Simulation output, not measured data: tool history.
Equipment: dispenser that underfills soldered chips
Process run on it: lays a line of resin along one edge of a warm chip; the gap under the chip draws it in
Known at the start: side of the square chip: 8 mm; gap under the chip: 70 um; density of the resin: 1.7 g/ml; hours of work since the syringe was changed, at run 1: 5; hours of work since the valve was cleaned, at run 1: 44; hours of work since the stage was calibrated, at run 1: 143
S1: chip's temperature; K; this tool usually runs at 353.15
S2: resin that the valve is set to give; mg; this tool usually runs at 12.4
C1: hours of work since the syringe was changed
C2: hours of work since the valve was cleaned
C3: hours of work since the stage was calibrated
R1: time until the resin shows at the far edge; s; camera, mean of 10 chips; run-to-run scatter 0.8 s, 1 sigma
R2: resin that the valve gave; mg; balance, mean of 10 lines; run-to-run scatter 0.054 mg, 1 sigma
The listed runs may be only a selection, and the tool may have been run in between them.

| run | hour | S1 | S2 | C1 | C2 | C3 | R1 | R2 |
|---|---|---|---|---|---|---|---|---|
| 1 | 0 | 353.15 | 12.4 | 5 | 44 | 143 | 108.5 | 12.15 |
|  | 6.4 | new syringe of resin |
| 2 | 8.4 | 353.15 | 12.4 | 1 | 49 | 148 | 85 | 12.12 |
| 3 | 17.2 | 353.15 | 12.4 | 7 | 55 | 154 | 137.1 | 12.06 |
|  | 20 | new syringe of resin |
|  | 24.7 | dispensing valve cleaned and set on the balance |
| 4 | 25.6 | 353.15 | 12.4 | 3 | 1 | 159 | 96.1 | 12.46 |
|  | 33.9 | new syringe of resin |
| 5 | 35.9 | 353.15 | 12.4 | 1 | 8 | 166 | 86.3 | 12.36 |
| 6 | 45.7 | 353.15 | 12.4 | 8 | 14 | 173 | 146.6 | 12.41 |
|  | 47.2 | new syringe of resin |
| 7 | 56.9 | 353.15 | 11 | 7 | 22 | 180 | 131 | 10.92 |
|  | 60.3 | new syringe of resin |
| 8 | 69.7 | 353.15 | 10.8 | 6 | 30 | 189 | 132.2 | 10.62 |
|  | 73.3 | new syringe of resin |
| 9 | 78.5 | 353.15 | 12.4 | 4 | 36 | 195 | 103.5 | 12.12 |
|  | 86.8 | new syringe of resin |
| 10 | 87.1 | 353.15 | 12.1 | 0 | 42 | 200 | 77.4 | 11.91 |
| 11 | 93.5 | 353.15 | 12.1 | 5 | 46 | 205 | 108.6 | 11.84 |
|  | 100.2 | new syringe of resin |
| 12 | 106.2 | 353.15 | 12.1 | 4 | 55 | 213 | 107 | 11.76 |
|  | 113.6 | dispensing valve cleaned and set on the balance |
|  | 114.7 | new syringe of resin |
| 13 | 119 | 353.15 | 12.1 | 3 | 4 | 221 | 97.7 | 12.07 |
|  | 128 | new syringe of resin |
| 14 | 128.8 | 353.15 | 12.1 | 1 | 10 | 228 | 78.9 | 12.06 |
| 15 | 140.2 | 364.15 | 12.4 | 8 | 18 | 236 | 97.1 | 12.32 |
|  | 141.8 | new syringe of resin |
| 16 | 153.9 | 353.15 | 12.4 | 8 | 27 | 245 | 153.2 | 12.18 |
|  | 155.1 | new syringe of resin |
| 17 | 166.9 | 353.15 | 11.5 | 8 | 36 | 254 | 146.8 | 11.28 |
|  | 168.5 | new syringe of resin |
| 18 | 178.6 | 353.15 | 11.5 | 7 | 44 | 261 | 135.9 | 11.24 |
|  | 181.5 | new syringe of resin |
| 19 | 185.2 | 360.15 | 12.6 | 3 | 48 | 266 | 73.1 | 12.32 |
|  | 195 | new syringe of resin |
| 20 | 196.5 | 353.15 | 12.6 | 1 | 55 | 273 | 86.2 | 12.33 |
|  | 203 | dispensing valve cleaned and set on the balance |
|  | 209.1 | new syringe of resin |
| 21 | 209.6 | 350.15 | 12.8 | 0 | 4 | 281 | 89.3 | 12.84 |
|  | 222.1 | new syringe of resin |
| 22 | 222.4 | 350.15 | 12.8 | 0 | 13 | 290 | 89.9 | 12.69 |
| 23 | 232.5 | 341.15 | 15.4 | 7 | 20 | 297 | 225.9 | 15.27 |
|  | 235.7 | new syringe of resin |
| 24 | 242.4 | 341.15 | 15.4 | 5 | 26 | 303 | 183 | 15.1 |
| 25 | 248.3 | 341.15 | 15.4 | 9 | 30 | 307 | 251 | 15.33 |
|  | 249.8 | new syringe of resin |
| 26 | 257.4 | 360.15 | 11.9 | 5 | 36 | 313 | 90.8 | 11.75 |
|  | 263.2 | new syringe of resin |
| 27 | 271.5 | 360.15 | 11.9 | 6 | 46 | 323 | 92.4 | 11.79 |
|  | 276.5 | new syringe of resin |
| 28 | 282.8 | 354.15 | 12.8 | 4 | 53 | 330 | 110.6 | 12.5 |
|  | 289.9 | new syringe of resin |
|  | 292.6 | dispensing valve cleaned and set on the balance |
| 29 | 292.6 | 354.15 | 12.8 | 1 | 0 | 336 | 81.2 | 12.88 |
|  | 304.3 | new syringe of resin |
| 30 | 306.3 | 361.15 | 15.1 | 1 | 9 | 346 | 63.4 | 14.93 |
|  | 317.4 | new syringe of resin |
| 31 | 317.6 | 354.15 | 15.1 | 0 | 17 | 353 | 76.3 | 14.98 |
|  | 330.4 | new syringe of resin |
| 32 | 330.4 | 351.15 | 12.4 | 0 | 25 | 362 | 87.4 | 12.29 |
| 33 | 339.9 | 351.15 | 12.4 | 7 | 32 | 368 | 148.7 | 12.25 |
|  | 343.6 | new syringe of resin |
| 34 | 348.8 | 349.15 | 11.8 | 4 | 38 | 374 | 124.2 | 11.59 |

Below are 3 alternative next runs, each starting from the tool's condition after run 34. Predict each:
| A | 354.6 | 347.15 | 12.5 | 8 | 42 | 378 | ? | ? |
| B | 354.6 | 340.15 | 11.4 | 8 | 42 | 378 | ? | ? |
| C | 354.6 | 363.15 | 16 | 8 | 42 | 378 | ? | ? |

| run | R1 | R2 |
|---|---|---|
| A | 185.1 | 12.24 |
| B | 247.9 | 11.1 |
| C | 93.3 | 15.65 |
The same runs, with their run-to-run variation unchanged, on a tool lacking any hidden condition would have given:
| run | R1 | R2 |
|---|---|---|
| A | 95.2 | 12.49 |
| B | 127.2 | 11.33 |
| C | 48.3 | 15.97 |
